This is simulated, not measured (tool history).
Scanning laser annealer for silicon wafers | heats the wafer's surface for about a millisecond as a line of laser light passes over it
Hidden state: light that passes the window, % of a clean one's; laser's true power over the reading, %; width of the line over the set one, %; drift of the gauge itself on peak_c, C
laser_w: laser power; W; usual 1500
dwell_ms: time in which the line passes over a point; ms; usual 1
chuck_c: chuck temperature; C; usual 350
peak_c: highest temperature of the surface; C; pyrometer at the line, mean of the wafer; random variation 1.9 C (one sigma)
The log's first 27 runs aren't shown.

| run | hour | laser_w | dwell_ms | chuck_c | hours of work since the window was cleaned | hours of work since the power meter was calibrated | hours of work since the optics were aligned | peak_c |
|---|---|---|---|---|---|---|---|---|
| 28 | 1554 | 1595 | 0.99 | 378 | 614 | 1480 | 57 | 1246 |
| 29 | 1603.6 | 1500 | 1.24 | 321 | 644 | 1509 | 86 | 1230 |
| 30 | 1674 | 1500 | 1.01 | 311 | 686 | 1551 | 128 | 1117 |
| 31 | 1724.1 | 1331 | 1.01 | 311 | 715 | 1581 | 158 | 996 |
| 32 | 1771.7 | 1331 | 1.01 | 311 | 743 | 1609 | 186 | 998 |
|  | 1793.7 | window over the wafer cleaned |
| 33 | 1828.2 | 1500 | 1 | 345 | 20 | 1641 | 218 | 1177 |
| 34 | 1899.4 | 1520 | 1 | 320 | 63 | 1684 | 261 | 1166 |
| 35 | 1934.1 | 1517 | 1.04 | 345 | 83 | 1704 | 281 | 1204 |
| 36 | 2003.8 | 1517 | 1.04 | 345 | 125 | 1746 | 323 | 1199 |
| 37 | 2055.1 | 1517 | 1.04 | 345 | 155 | 1776 | 353 | 1195 |
| 38 | 2102.4 | 1517 | 1.04 | 345 | 183 | 1804 | 381 | 1194 |
| 39 | 2163.4 | 1500 | 0.73 | 350 | 219 | 1840 | 417 | 1037 |
| 40 | 2221.6 | 1565 | 0.95 | 350 | 254 | 1875 | 452 | 1190 |
| 41 | 2264.1 | 1564 | 1.21 | 356 | 279 | 1900 | 477 | 1318 |

3 ways to go on from here, each from the tool as it stands after run 41. What would each give?
| A | 2298.7 | 1564 | 1.21 | 382 | 299 | 1921 | 497 | ? |
| B | 2298.7 | 1480 | 1.21 | 374 | 299 | 1921 | 497 | ? |
| C | 2298.7 | 1496 | 1.17 | 389 | 299 | 1921 | 497 | ? |

| run | peak_c |
|---|---|
| A | 1338 |
| B | 1264 |
| C | 1273 |
Without the tool's hidden state the same runs would have given:
| run | peak_c |
|---|---|
| A | 1364 |
| B | 1287 |
| C | 1296 |
